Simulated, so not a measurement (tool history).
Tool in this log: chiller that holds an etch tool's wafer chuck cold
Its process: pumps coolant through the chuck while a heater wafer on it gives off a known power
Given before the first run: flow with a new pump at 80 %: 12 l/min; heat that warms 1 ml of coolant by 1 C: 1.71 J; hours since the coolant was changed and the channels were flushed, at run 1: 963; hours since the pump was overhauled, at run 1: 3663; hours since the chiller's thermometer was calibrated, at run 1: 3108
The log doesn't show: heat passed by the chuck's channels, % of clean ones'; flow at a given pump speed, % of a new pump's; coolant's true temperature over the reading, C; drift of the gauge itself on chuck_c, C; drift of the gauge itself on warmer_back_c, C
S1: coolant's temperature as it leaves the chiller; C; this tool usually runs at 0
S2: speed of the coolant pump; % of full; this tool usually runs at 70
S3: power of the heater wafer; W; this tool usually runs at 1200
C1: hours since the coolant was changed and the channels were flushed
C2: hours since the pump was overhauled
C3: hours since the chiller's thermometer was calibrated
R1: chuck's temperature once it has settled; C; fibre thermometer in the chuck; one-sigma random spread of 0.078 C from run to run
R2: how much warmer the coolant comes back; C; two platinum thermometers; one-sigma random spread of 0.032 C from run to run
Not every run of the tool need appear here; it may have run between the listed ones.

run	hour	S1	S2	S3	C1	C2	C3	R1	R2
1	0.0	0	70	1200	963	3663	3108	10.44	4.34
2	56.3	0	70	715	1019	3719	3165	5.97	2.70
3	133.9	0	70	715	1097	3796	3242	5.96	2.61
4	173.8	0	70	715	1136	3836	3282	5.98	2.66
5	235.4	0	70	1200	1198	3898	3344	10.56	4.39
6	292.3	0	70	1200	1255	3955	3401	10.64	4.34
7	362.2	-1	70	1200	1325	4025	3471	9.71	4.39
8	424.4	-1	70	1200	1387	4087	3533	9.59	4.38
9	487.3	-1	70	1200	1450	4150	3596	9.61	4.38
10	560.5	-1	70	1200	1523	4223	3669	9.62	4.42
11	615.1	-1	70	1200	1578	4278	3723	9.72	4.41
12	656.5	-1	70	1200	1619	4319	3765	9.67	4.43
13	712.2	-1	70	1200	1675	4375	3821	9.69	4.43
14	781.0	-1	70	1200	1744	4444	3889	9.65	4.42
15	823.9	-1	70	1200	1787	4486	3932	9.87	4.40
16	872.3	-1	70	1200	1835	4535	3981	9.76	4.44
17	910.4	0	100	1156	1873	4573	4019	6.97	2.96
18	953.1	-5	85	715	1916	4616	4061	-0.21	2.18
19	995.1	2	72	1200	1958	4658	4103	12.48	4.31
20	1052.8	2	72	1200	2015	4715	4161	12.54	4.31
21	1093.5	7	90	1003	2056	4756	4202	13.95	2.91
22	1140.3	2	62	1221	2103	4803	4249	14.68	5.14
23	1176.6	-1	74	701	2139	4839	4285	4.44	2.47
24	1232.7	9	70	1009	2195	4895	4341	18.04	3.80
25	1270.7	9	70	1009	2233	4933	4379	18.04	3.78
26	1342.1	9	64	1009	2305	5005	4450	18.90	4.14
27	1392.1	9	99	1177	2355	5055	4500	16.40	3.06
# hour 1426.4: coolant pump overhauled
28	1479.9	9	84	1667	2438	53	4583	20.87	4.64
29	1527.9	9	70	870	2486	101	4631	15.81	2.93
30	1581.9	9	70	870	2540	155	4685	15.80	2.98
31	1624.3	9	70	870	2582	198	4728	15.83	2.97

A few steps of R1 between consecutive runs. Split each: what settings, incoming material and random variation would produce without the hidden state, and what is left over for the hidden state, along with gauge scatter present in only one of the two compared results (measured, and without hidden state):
Run 18 -> 19: S1 -5 -> 2, S2 85 -> 72, S3 715 -> 1200. R1 +12.69 C: hidden state +0.79, all else +11.90.
Run 21 -> 22: S1 7 -> 2, S2 90 -> 62, S3 1003 -> 1221. R1 +0.73 C: hidden state +0.84, all else -0.11.
Run 22 -> 23: S1 2 -> -1, S2 62 -> 74, S3 1221 -> 701. R1 -10.24 C: hidden state -1.03, all else -9.21.
Run 23 -> 24: S1 -1 -> 9, S2 74 -> 70, S3 701 -> 1009. R1 +13.60 C: hidden state +0.53, all else +13.07.
